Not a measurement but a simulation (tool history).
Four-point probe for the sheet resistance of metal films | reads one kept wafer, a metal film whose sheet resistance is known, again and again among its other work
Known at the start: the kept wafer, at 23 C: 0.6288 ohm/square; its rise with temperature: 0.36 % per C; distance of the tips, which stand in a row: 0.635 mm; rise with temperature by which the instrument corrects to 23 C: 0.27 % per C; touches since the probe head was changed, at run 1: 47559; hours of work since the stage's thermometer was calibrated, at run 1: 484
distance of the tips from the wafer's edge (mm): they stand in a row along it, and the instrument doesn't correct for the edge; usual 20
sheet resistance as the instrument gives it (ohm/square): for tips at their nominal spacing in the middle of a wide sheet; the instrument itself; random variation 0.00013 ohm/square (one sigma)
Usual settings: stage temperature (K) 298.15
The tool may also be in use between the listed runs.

run,day,stage temperature (K),distance of the tips from the wafer's edge (mm),touches since the probe head was changed,hours of work since the stage's thermometer was calibrated,sheet resistance as the instrument gives it (ohm/square)
1,0,298.15,20,47559,484,0.642846
2,0.796,298.15,20,47817,492,0.642979
3,1.833,298.15,20,48152,502,0.643063
4,2.888,298.15,20,48492,512,0.643332
5,3.908,298.15,5,48822,522,0.648289
6,4.733,298.15,5,49089,530,0.648459
7,6.167,298.15,20,49551,544,0.643209
8,7.467,298.15,73,49972,557,0.642791
9,8.654,298.15,73,50356,568,0.643195
10,10.075,298.15,73,50814,582,0.643105
11,11.454,298.15,73,51261,596,0.643145
12,12.562,298.15,21,51618,606,0.643528
13,14.1,298.15,21,52115,621,0.643594
14,15.158,298.15,21,52457,632,0.643935
15,16.079,298.15,20,52755,641,0.643862
16,17.154,298.15,20,53102,651,0.643933
17,18.467,298.15,51,53527,664,0.643584
18,19.212,296.15,51,53767,671,0.642431
19,20.458,298.15,20,54170,683,0.643834
20,21.825,298.15,20,54612,697,0.644039
21,23.217,298.15,20,55061,710,0.644007
22,24.438,298.15,20,55456,722,0.644059
23,25.208,298.15,13,55705,729,0.644668
24,26.033,304.15,62,55972,738,0.64767
25,27.146,296.15,21,56331,748,0.642964
26,28.204,297.15,5,56673,759,0.649133
27,29.442,298.15,4,57074,771,0.65255
28,30.792,301.15,17,57509,784,0.646383
29,32.233,297.15,72,57976,798,0.643497
30,33.242,306.15,13,58301,808,0.649481
31,34.333,306.15,13,58654,818,0.649919
32,35.425,294.15,14,59006,829,0.642669
33,36.362,291.15,30,59310,838,0.640309
34,37.708,291.15,30,59745,851,0.640387
35,38.417,298.15,14,59973,858,0.644984
36,39.604,293.15,62,60357,870,0.641491
# day 40.583: new probe head fitted
37,41.129,292.15,9,177,884,0.625701
38,42.55,306.15,10,636,898,0.633732
39,43.783,297.15,7,1034,910,0.629948
40,45.067,300.15,69,1449,922,0.628819
41,46.262,300.15,69,1836,934,0.629249
42,47.442,303.15,21,2217,946,0.631147
43,48.338,295.15,3,2505,954,0.640794
44,49.608,291.15,4,2917,967,0.632402
45,50.275,294.15,65,3132,973,0.625806

Hidden state or all else? Some run-to-run changes of sheet resistance as the instrument gives it (ohm/square), split into what the settings, what came in and random variation would give without the hidden state, and what is left for the hidden state (with any gauge scatter that isn't in both results):
The hidden state here: inner tips' distance over the nominal, %; tips' flats over new ones', %; wafer's true temperature over the reading, C; drift of the gauge itself on sheet_ohm, %.
Run 25 -> 26: stage temperature (K) 296.15 -> 297.15, distance of the tips from the wafer's edge (mm) 21 -> 5. sheet resistance as the instrument gives it (ohm/square) +0.006169: hidden state +0.000178, all else +0.005991.
Run 29 -> 30: stage temperature (K) 297.15 -> 306.15, distance of the tips from the wafer's edge (mm) 72 -> 13. sheet resistance as the instrument gives it (ohm/square) +0.005984: hidden state +0.000164, all else +0.00582.
Run 36 -> 37: stage temperature (K) 293.15 -> 292.15, distance of the tips from the wafer's edge (mm) 62 -> 9, new probe head fitted. sheet resistance as the instrument gives it (ohm/square) -0.01579: hidden state -0.016833, all else +0.001043.
Run 42 -> 43: stage temperature (K) 303.15 -> 295.15, distance of the tips from the wafer's edge (mm) 21 -> 3. sheet resistance as the instrument gives it (ohm/square) +0.009647: hidden state +0.000032, all else +0.009615.
Run 43 -> 44: stage temperature (K) 295.15 -> 291.15, distance of the tips from the wafer's edge (mm) 3 -> 4. sheet resistance as the instrument gives it (ohm/square) -0.008392: hidden state +0.000097, all else -0.008489.
